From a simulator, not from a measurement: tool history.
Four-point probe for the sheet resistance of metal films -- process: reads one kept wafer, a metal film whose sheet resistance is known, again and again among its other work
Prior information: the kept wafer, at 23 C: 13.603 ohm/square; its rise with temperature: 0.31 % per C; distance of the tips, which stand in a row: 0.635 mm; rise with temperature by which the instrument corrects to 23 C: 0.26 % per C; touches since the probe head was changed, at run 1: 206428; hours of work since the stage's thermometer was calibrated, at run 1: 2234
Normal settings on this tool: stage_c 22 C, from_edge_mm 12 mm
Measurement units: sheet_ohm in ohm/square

run,day,stage_c,from_edge_mm,touches since the probe head was changed,hours of work since the stage's thermometer was calibrated,sheet_ohm
1,0,22,12,206428,2234,13.680761
2,2.229,22,12,209482,2270,13.6832
3,4.983,22,12,213257,2315,13.683566
4,7.892,22,12,217248,2363,13.684856
5,9.825,22,12,219898,2395,13.687219
6,11.783,22,12,222577,2427,13.691019
7,14.679,22,12,226549,2474,13.685696
# day 15.017: new probe head fitted
8,16.717,19,12,2329,2507,13.558113
9,20.212,27,12,7122,2565,13.607167
10,23.683,27,12,11879,2622,13.604077
11,26.025,27,12,15092,2660,13.614548
12,29.633,27,12,20037,2719,13.609291
13,32.879,22,63,24485,2772,13.560987
14,35.612,25,12,28231,2817,13.604973
15,38.912,25,12,32752,2871,13.601752
16,41.804,22,21,36720,2919,13.576923
# day 44.475: stage's thermometer calibrated
17,45.421,22,21,41645,16,13.555991
18,49.221,22,26,46856,78,13.556343
19,51.358,22,12,49788,113,13.571208
20,54.796,22,12,54500,169,13.576187
21,58.625,22,12,59744,232,13.573842
22,60.6,30,12,62452,265,13.62244
# day 60.967: stage's thermometer calibrated, once more
23,62.517,32,4,65049,25,13.858352
24,65.021,32,4,68484,67,13.85973
25,68.788,22,13,73649,128,13.645899
26,72.233,22,13,78372,185,13.638394
27,75.062,19,57,82248,231,13.605938
28,77.646,22,6,85789,274,13.704252
29,81.442,22,19,90990,336,13.63484
30,84.6,21,7,95320,388,13.678275
31,86.554,33,67,98000,420,13.692282
32,89.75,30,12,102377,472,13.694291
33,93.167,30,12,107060,528,13.697991
34,94.967,22,35,109530,558,13.641379
35,97.2,33,35,112593,595,13.703078
36,100.592,32,9,117237,650,13.732681
37,104.417,28,5,122485,713,13.795586
38,106.812,24,75,125766,752,13.647433
39,108.4,24,75,127944,778,13.654941
40,111.542,24,27,132246,830,13.660165
41,115.312,30,45,137419,892,13.693793
42,117.771,30,45,140785,932,13.694129
43,121.008,30,45,145224,985,13.700846

For some of the steps in sheet_ohm from one run to the next: how much would appear even if the tool had no hidden state, given the settings, what came in and random variation, and how much remains for the hidden state plus any gauge scatter that the measured result and the result without hidden state don't share?
Hidden state present: inner tips' distance over the nominal, %; tips' flats over new ones', %; wafer's true temperature over the reading, C; drift of the gauge itself on sheet_ohm, %.
Run 7 -> 8: stage_c 22 -> 19, new probe head fitted. sheet_ohm -0.127583 ohm/square: hidden state -0.113798, all else -0.013785.
Run 16 -> 17: stage's thermometer calibrated. sheet_ohm -0.020932 ohm/square: hidden state -0.018841, all else -0.002091.
Run 22 -> 23: stage_c 30 -> 32, from_edge_mm 12 -> 4, stage's thermometer calibrated, once more. sheet_ohm +0.235912 ohm/square: hidden state +0.060864, all else +0.175048.
Run 24 -> 25: stage_c 32 -> 22, from_edge_mm 4 -> 13. sheet_ohm -0.213831 ohm/square: hidden state +0.001551, all else -0.215382.
Run 37 -> 38: stage_c 28 -> 24, from_edge_mm 5 -> 75. sheet_ohm -0.148153 ohm/square: hidden state +0.000792, all else -0.148945.
